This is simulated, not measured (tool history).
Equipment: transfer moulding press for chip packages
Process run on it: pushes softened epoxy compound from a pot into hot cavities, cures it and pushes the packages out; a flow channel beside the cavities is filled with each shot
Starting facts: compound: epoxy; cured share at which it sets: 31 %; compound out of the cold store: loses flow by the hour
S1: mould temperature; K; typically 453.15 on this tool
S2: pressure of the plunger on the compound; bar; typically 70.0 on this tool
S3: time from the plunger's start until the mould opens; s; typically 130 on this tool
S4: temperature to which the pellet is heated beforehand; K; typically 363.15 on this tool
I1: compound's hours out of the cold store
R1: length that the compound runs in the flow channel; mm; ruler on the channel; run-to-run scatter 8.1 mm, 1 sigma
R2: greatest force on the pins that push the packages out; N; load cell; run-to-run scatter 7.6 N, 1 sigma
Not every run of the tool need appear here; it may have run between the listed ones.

run,hour,S1,S2,S3,S4,I1,R1,R2
1,0.0,453.15,70.0,130,363.15,40.8,781,325
2,33.8,453.15,70.0,130,363.15,44.6,769,428
3,62.8,453.15,70.0,130,363.15,36.7,796,460
# hour 79.9: cavities cleaned with cleaning compound and waxed
4,103.0,453.15,70.0,130,363.15,29.9,826,393
5,121.9,453.15,70.0,130,363.15,31.9,807,421
6,150.1,453.15,68.7,130,363.15,23.2,853,497
# hour 164.4: cavities cleaned with cleaning compound and waxed
7,173.6,453.15,79.7,130,363.15,20.9,911,361
# hour 200.1: mould's thermocouples calibrated
8,202.1,453.15,79.7,130,363.15,32.5,863,419
9,228.7,453.15,79.7,130,363.15,40.9,817,459
# hour 250.1: cavities cleaned with cleaning compound and waxed
10,268.0,453.15,79.7,130,363.15,37.9,824,375
11,309.7,453.15,70.0,130,369.15,28.7,813,454
# hour 332.0: cavities cleaned with cleaning compound and waxed
12,339.2,453.15,70.0,130,369.15,27.4,794,354
13,366.3,453.15,78.0,130,369.15,17.6,892,419
14,403.5,453.15,68.0,130,363.15,36.6,748,490
# hour 415.7: cavities cleaned with cleaning compound and waxed
15,439.9,453.15,68.0,155,365.15,8.7,866,345
16,483.6,457.15,67.0,120,365.15,12.6,814,454
# hour 490.2: plunger's sealing rings changed
# hour 502.3: cavities cleaned with cleaning compound and waxed
17,520.8,457.15,67.0,120,365.15,12.8,881,378
18,554.5,456.15,74.3,130,362.15,21.4,881,407
# hour 585.2: cavities cleaned with cleaning compound and waxed
19,596.2,453.15,75.9,130,363.15,10.9,984,381
20,623.0,453.15,75.9,130,363.15,37.0,822,430
21,659.6,453.15,75.9,130,363.15,32.9,842,500
# hour 669.1: cavities cleaned with cleaning compound and waxed
22,682.7,453.15,61.8,157,363.15,32.3,759,321
23,700.7,452.15,63.4,124,363.15,37.8,746,450
24,731.0,453.15,70.0,130,369.15,20.9,883,485
# hour 750.5: cavities cleaned with cleaning compound and waxed
25,761.7,453.15,72.9,130,371.15,43.0,775,339
26,781.0,453.15,72.9,130,371.15,10.6,927,415
27,819.6,453.15,70.0,154,363.15,38.7,767,420

Hidden state or all else? Some run-to-run changes of R1, split into what the settings, what came in and random variation would give without the hidden state, and what is left for the hidden state (with any gauge scatter that isn't in both results):
What the log doesn't record here: true mould temperature over the reading, C; pressure that reaches the compound, % of what is set; grip of the stained cavities, % over clean ones'; drift of the gauge itself on flow_mm, %; drift of the gauge itself on push_out_n, %.
Run 14 -> 15: S3 130 -> 155, S4 363.15 -> 365.15, cavities cleaned with cleaning compound and waxed. R1 +118 mm: hidden state -15, all else +133.
Run 16 -> 17: plunger's sealing rings changed, cavities cleaned with cleaning compound and waxed. R1 +67 mm: hidden state +69, all else -2.
Run 19 -> 20: settings left as they were, no log entry in between. R1 -162 mm: hidden state -1, all else -161.
Run 26 -> 27: S2 72.9 -> 70.0, S3 130 -> 154, S4 371.15 -> 363.15. R1 -160 mm: hidden state +2, all else -162.

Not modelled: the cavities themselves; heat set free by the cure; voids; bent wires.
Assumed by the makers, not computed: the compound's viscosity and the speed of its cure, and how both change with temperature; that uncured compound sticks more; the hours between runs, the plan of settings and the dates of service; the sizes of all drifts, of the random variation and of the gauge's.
